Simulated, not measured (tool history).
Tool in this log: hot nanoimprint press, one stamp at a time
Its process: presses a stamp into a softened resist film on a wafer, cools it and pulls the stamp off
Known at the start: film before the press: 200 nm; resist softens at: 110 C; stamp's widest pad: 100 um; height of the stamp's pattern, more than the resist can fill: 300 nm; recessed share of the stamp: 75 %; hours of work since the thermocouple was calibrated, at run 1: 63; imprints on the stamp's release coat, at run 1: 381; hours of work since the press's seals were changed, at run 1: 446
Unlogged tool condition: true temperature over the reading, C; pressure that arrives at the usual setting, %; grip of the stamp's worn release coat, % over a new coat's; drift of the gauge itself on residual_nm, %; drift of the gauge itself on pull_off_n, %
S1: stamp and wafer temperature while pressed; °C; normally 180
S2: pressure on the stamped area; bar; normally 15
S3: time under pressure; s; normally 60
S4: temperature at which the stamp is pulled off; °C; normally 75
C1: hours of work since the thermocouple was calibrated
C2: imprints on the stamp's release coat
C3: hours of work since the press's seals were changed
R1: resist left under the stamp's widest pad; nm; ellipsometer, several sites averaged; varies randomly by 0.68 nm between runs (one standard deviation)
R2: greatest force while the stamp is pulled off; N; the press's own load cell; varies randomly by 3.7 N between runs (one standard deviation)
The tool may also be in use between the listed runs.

{"run": 1, "hour": 0.0, "S1": 180, "S2": 15, "S3": 60, "S4": 75, "C1": 63, "C2": 381, "C3": 446, "R1": 89.9, "R2": 195}
{"run": 2, "hour": 15.4, "S1": 180, "S2": 15, "S3": 36, "S4": 75, "C1": 75, "C2": 455, "C3": 458, "R1": 109.8, "R2": 194}
{"run": 3, "hour": 30.7, "S1": 180, "S2": 15, "S3": 36, "S4": 75, "C1": 87, "C2": 529, "C3": 470, "R1": 108.9, "R2": 191}
{"run": 4, "hour": 39.2, "S1": 180, "S2": 15, "S3": 60, "S4": 75, "C1": 94, "C2": 570, "C3": 477, "R1": 91.9, "R2": 200}
{"run": 5, "hour": 55.5, "S1": 180, "S2": 15, "S3": 60, "S4": 75, "C1": 107, "C2": 649, "C3": 490, "R1": 92.2, "R2": 202}
{"run": 6, "hour": 64.9, "S1": 180, "S2": 15, "S3": 60, "S4": 75, "C1": 114, "C2": 694, "C3": 498, "R1": 91, "R2": 198}
{"run": 7, "hour": 75.8, "S1": 180, "S2": 15, "S3": 60, "S4": 75, "C1": 123, "C2": 747, "C3": 506, "R1": 91, "R2": 202}
{"run": 8, "hour": 90.7, "S1": 180, "S2": 15, "S3": 60, "S4": 75, "C1": 135, "C2": 819, "C3": 518, "R1": 91.6, "R2": 204}
{"run": 9, "hour": 104.9, "S1": 180, "S2": 15, "S3": 60, "S4": 75, "C1": 146, "C2": 887, "C3": 529, "R1": 91.1, "R2": 206}
{"hour": 108.9, "done": "plate thermocouple calibrated"}
{"run": 10, "hour": 122.4, "S1": 180, "S2": 15, "S3": 60, "S4": 75, "C1": 11, "C2": 957, "C3": 541, "R1": 94.3, "R2": 212}
{"run": 11, "hour": 132.2, "S1": 180, "S2": 15, "S3": 46, "S4": 75, "C1": 18, "C2": 1005, "C3": 549, "R1": 103.7, "R2": 201}
{"run": 12, "hour": 142.1, "S1": 180, "S2": 15, "S3": 46, "S4": 75, "C1": 26, "C2": 1053, "C3": 557, "R1": 105, "R2": 216}
{"run": 13, "hour": 155.1, "S1": 180, "S2": 15, "S3": 46, "S4": 75, "C1": 37, "C2": 1116, "C3": 567, "R1": 103.7, "R2": 212}
{"run": 14, "hour": 171.4, "S1": 180, "S2": 15, "S3": 46, "S4": 75, "C1": 50, "C2": 1194, "C3": 580, "R1": 102.9, "R2": 218}
{"hour": 184.3, "done": "plate thermocouple calibrated, once more"}
{"run": 15, "hour": 184.5, "S1": 184, "S2": 15, "S3": 46, "S4": 75, "C1": 0, "C2": 1243, "C3": 588, "R1": 87.7, "R2": 206}
{"run": 16, "hour": 192.4, "S1": 173, "S2": 20.4, "S3": 66, "S4": 75, "C1": 6, "C2": 1281, "C3": 594, "R1": 92.8, "R2": 210}
{"run": 17, "hour": 200.5, "S1": 173, "S2": 20.4, "S3": 66, "S4": 75, "C1": 13, "C2": 1320, "C3": 601, "R1": 93.1, "R2": 213}
{"run": 18, "hour": 215.4, "S1": 185, "S2": 15, "S3": 99, "S4": 62, "C1": 25, "C2": 1392, "C3": 613, "R1": 64.8, "R2": 269}
{"run": 19, "hour": 226.7, "S1": 168, "S2": 10.5, "S3": 99, "S4": 62, "C1": 34, "C2": 1447, "C3": 621, "R1": 126.2, "R2": 282}

Run 20 has not been measured yet. What should we expect?
{"hour": 234.5, "done": "stamp cleaned and given a new release coat"}
{"run": 20, "hour": 242.2, "S1": 168, "S2": 10.5, "S3": 55, "S4": 79, "C1": 41, "C2": 38, "C3": 629, "R1": "?", "R2": "?"}

{"run 20": {"R1": 147.1, "R2": 163}}
Minus the tool's unlogged condition, the same run would have read R1 146.6 nm, R2 162 N.
